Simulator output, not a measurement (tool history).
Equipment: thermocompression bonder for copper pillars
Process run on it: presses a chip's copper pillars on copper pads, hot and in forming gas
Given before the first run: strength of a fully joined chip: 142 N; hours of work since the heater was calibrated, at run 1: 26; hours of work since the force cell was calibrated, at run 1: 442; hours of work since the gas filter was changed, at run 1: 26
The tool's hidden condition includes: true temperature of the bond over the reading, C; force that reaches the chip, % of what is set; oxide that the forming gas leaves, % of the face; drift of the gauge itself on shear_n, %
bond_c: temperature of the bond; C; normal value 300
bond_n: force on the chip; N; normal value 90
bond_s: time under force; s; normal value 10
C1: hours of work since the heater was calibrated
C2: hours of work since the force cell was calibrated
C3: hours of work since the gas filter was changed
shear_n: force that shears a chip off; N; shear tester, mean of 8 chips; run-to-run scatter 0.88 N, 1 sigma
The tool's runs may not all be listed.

run 1 day=0 | bond_c=300 bond_n=90 bond_s=10 | C1=26 C2=442 C3=26 | shear_n=71
run 2 day=2.329 | bond_c=300 bond_n=95 bond_s=10 | C1=63 C2=479 C3=63 | shear_n=71.2
run 3 day=5.45 | bond_c=300 bond_n=95 bond_s=10 | C1=113 C2=529 C3=113 | shear_n=71.2
run 4 day=6.804 | bond_c=300 bond_n=95 bond_s=10 | C1=135 C2=551 C3=135 | shear_n=69.5
run 5 day=8.946 | bond_c=300 bond_n=95 bond_s=10 | C1=169 C2=585 C3=169 | shear_n=69.4
run 6 day=11.979 | bond_c=300 bond_n=95 bond_s=10 | C1=218 C2=633 C3=218 | shear_n=69.7
run 7 day=14.212 | bond_c=300 bond_n=119 bond_s=10 | C1=254 C2=669 C3=254 | shear_n=78.4
-- day=16.662 force cell calibrated
run 8 day=17.362 | bond_c=300 bond_n=119 bond_s=10 | C1=303 C2=11 C3=303 | shear_n=78.6
run 9 day=19.167 | bond_c=300 bond_n=119 bond_s=10 | C1=332 C2=40 C3=332 | shear_n=77.9
run 10 day=20.479 | bond_c=300 bond_n=119 bond_s=10 | C1=353 C2=61 C3=353 | shear_n=77.5
run 11 day=23.617 | bond_c=300 bond_n=127 bond_s=10 | C1=403 C2=111 C3=403 | shear_n=79.8
run 12 day=25.975 | bond_c=300 bond_n=90 bond_s=10 | C1=441 C2=149 C3=441 | shear_n=64.9
run 13 day=27.471 | bond_c=300 bond_n=56 bond_s=10 | C1=465 C2=173 C3=465 | shear_n=45.2
-- day=28.579 forming gas filter changed
run 14 day=30 | bond_c=300 bond_n=56 bond_s=10 | C1=505 C2=213 C3=23 | shear_n=49.4
run 15 day=31.925 | bond_c=300 bond_n=56 bond_s=10 | C1=536 C2=244 C3=54 | shear_n=49.4
run 16 day=33.95 | bond_c=300 bond_n=56 bond_s=10 | C1=569 C2=277 C3=86 | shear_n=48.3
run 17 day=36.512 | bond_c=300 bond_n=56 bond_s=10 | C1=610 C2=318 C3=127 | shear_n=48.6
run 18 day=38.592 | bond_c=300 bond_n=94 bond_s=10 | C1=643 C2=351 C3=160 | shear_n=68.5
run 19 day=40.042 | bond_c=300 bond_n=94 bond_s=10 | C1=666 C2=374 C3=184 | shear_n=67.9
run 20 day=41.562 | bond_c=289 bond_n=90 bond_s=10 | C1=690 C2=399 C3=208 | shear_n=57.6
-- day=41.938 heater calibrated with a thermocouple chip
run 21 day=43.254 | bond_c=281 bond_n=90 bond_s=12 | C1=21 C2=424 C3=234 | shear_n=53.8
run 22 day=46.346 | bond_c=281 bond_n=90 bond_s=12 | C1=71 C2=474 C3=283 | shear_n=54.3
run 23 day=47.942 | bond_c=275 bond_n=90 bond_s=5 | C1=96 C2=500 C3=309 | shear_n=36.5
run 24 day=50.333 | bond_c=272 bond_n=89 bond_s=11 | C1=135 C2=538 C3=347 | shear_n=47.6
run 25 day=52.062 | bond_c=325 bond_n=90 bond_s=10 | C1=162 C2=566 C3=375 | shear_n=75.2
run 26 day=54.538 | bond_c=300 bond_n=91 bond_s=18 | C1=202 C2=605 C3=415 | shear_n=74.2
-- day=55.017 heater calibrated with a thermocouple chip, once more
run 27 day=56.358 | bond_c=300 bond_n=121 bond_s=18 | C1=21 C2=633 C3=442 | shear_n=90.7
-- day=58.767 forming gas filter changed
run 28 day=59.462 | bond_c=300 bond_n=121 bond_s=18 | C1=71 C2=682 C3=11 | shear_n=97.4
-- day=61.096 force cell calibrated
run 29 day=62.367 | bond_c=314 bond_n=121 bond_s=8 | C1=116 C2=20 C3=57 | shear_n=88
run 30 day=64.267 | bond_c=323 bond_n=78 bond_s=6 | C1=147 C2=51 C3=87 | shear_n=67
run 31 day=66.325 | bond_c=314 bond_n=90 bond_s=10 | C1=180 C2=84 C3=120 | shear_n=77.8
run 32 day=68.55 | bond_c=314 bond_n=90 bond_s=10 | C1=215 C2=119 C3=156 | shear_n=77.4
run 33 day=71.267 | bond_c=314 bond_n=59 bond_s=5 | C1=259 C2=163 C3=199 | shear_n=46.4
run 34 day=73.912 | bond_c=294 bond_n=127 bond_s=12 | C1=301 C2=205 C3=242 | shear_n=84
run 35 day=75.475 | bond_c=294 bond_n=127 bond_s=12 | C1=326 C2=230 C3=267 | shear_n=81.1
run 36 day=77.371 | bond_c=294 bond_n=127 bond_s=12 | C1=357 C2=261 C3=297 | shear_n=80.8
run 37 day=80.167 | bond_c=317 bond_n=114 bond_s=16 | C1=402 C2=306 C3=342 | shear_n=98.2
run 38 day=82.871 | bond_c=317 bond_n=109 bond_s=16 | C1=445 C2=349 C3=385 | shear_n=93.2

4 options for the next run, each taken on its own from the tool as it stands now. Forecast them:
run A day=85.958 | bond_c=288 bond_n=109 bond_s=16 | C1=494 C2=398 C3=435 | shear_n=?
run B day=85.958 | bond_c=317 bond_n=109 bond_s=26 | C1=494 C2=398 C3=435 | shear_n=?
run C day=85.958 | bond_c=300 bond_n=90 bond_s=15 | C1=494 C2=398 C3=435 | shear_n=?
run D day=85.958 | bond_c=300 bond_n=89 bond_s=10 | C1=494 C2=398 C3=435 | shear_n=?

run=A shear_n=75.9
run=B shear_n=107.3
run=C shear_n=74.3
run=D shear_n=64.1
Take away the tool's hidden state, keep each run's random variation, and the runs would have read:
run=A shear_n=85.4
run=B shear_n=118.4
run=C shear_n=83.6
run=D shear_n=72.5
